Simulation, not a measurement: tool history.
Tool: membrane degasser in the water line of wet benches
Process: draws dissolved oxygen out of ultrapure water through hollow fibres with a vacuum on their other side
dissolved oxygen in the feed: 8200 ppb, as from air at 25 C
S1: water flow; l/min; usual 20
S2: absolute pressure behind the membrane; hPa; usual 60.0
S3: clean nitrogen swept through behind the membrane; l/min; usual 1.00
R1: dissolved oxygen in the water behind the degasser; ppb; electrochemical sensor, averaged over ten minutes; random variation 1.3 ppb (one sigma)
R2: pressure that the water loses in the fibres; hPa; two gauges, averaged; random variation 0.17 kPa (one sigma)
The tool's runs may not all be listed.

{"run": 1, "hour": 0.0, "S1": 20, "S2": 60.0, "S3": 1.0, "R1": 127.7, "R2": 279.2}
{"run": 2, "hour": 123.8, "S1": 20, "S2": 60.0, "S3": 1.0, "R1": 127.6, "R2": 277.5}
{"run": 3, "hour": 246.6, "S1": 20, "S2": 60.0, "S3": 1.0, "R1": 126.1, "R2": 280.1}
{"run": 4, "hour": 416.7, "S1": 20, "S2": 57.3, "S3": 1.0, "R1": 117.4, "R2": 281.9}
{"run": 5, "hour": 539.1, "S1": 20, "S2": 57.3, "S3": 1.0, "R1": 116.3, "R2": 279.8}
{"run": 6, "hour": 625.7, "S1": 20, "S2": 39.5, "S3": 1.0, "R1": 39.0, "R2": 279.9}
{"run": 7, "hour": 801.8, "S1": 20, "S2": 60.0, "S3": 0.99, "R1": 131.5, "R2": 277.9}
{"run": 8, "hour": 932.8, "S1": 20, "S2": 92.2, "S3": 0.99, "R1": 271.3, "R2": 280.5}
{"run": 9, "hour": 1082.2, "S1": 21, "S2": 92.2, "S3": 0.99, "R1": 282.5, "R2": 292.2}
{"run": 10, "hour": 1232.9, "S1": 21, "S2": 92.2, "S3": 0.99, "R1": 281.6, "R2": 294.6}
{"run": 11, "hour": 1370.3, "S1": 21, "S2": 92.2, "S3": 0.99, "R1": 286.3, "R2": 292.0}
{"run": 12, "hour": 1512.5, "S1": 21, "S2": 92.2, "S3": 0.99, "R1": 282.5, "R2": 293.3}
{"run": 13, "hour": 1690.8, "S1": 20, "S2": 60.0, "S3": 0.43, "R1": 250.9, "R2": 279.5}
{"run": 14, "hour": 1799.3, "S1": 18, "S2": 75.6, "S3": 1.49, "R1": 125.9, "R2": 251.8}
{"run": 15, "hour": 1986.6, "S1": 18, "S2": 129.5, "S3": 2.99, "R1": 142.3, "R2": 252.8}
{"run": 16, "hour": 2119.0, "S1": 18, "S2": 129.5, "S3": 2.99, "R1": 143.9, "R2": 252.8}
{"run": 17, "hour": 2239.6, "S1": 18, "S2": 39.5, "S3": 1.01, "R1": 33.3, "R2": 250.8}

Forecast run 18:
{"run": 18, "hour": 2393.0, "S1": 20, "S2": 60.0, "S3": 0.78, "R1": "?", "R2": "?"}

Run 18 gave R1 158.2 ppb, R2 280.5 hPa.
Without the tool's hidden state the same run would have given R1 158.1 ppb, R2 280.4 hPa.
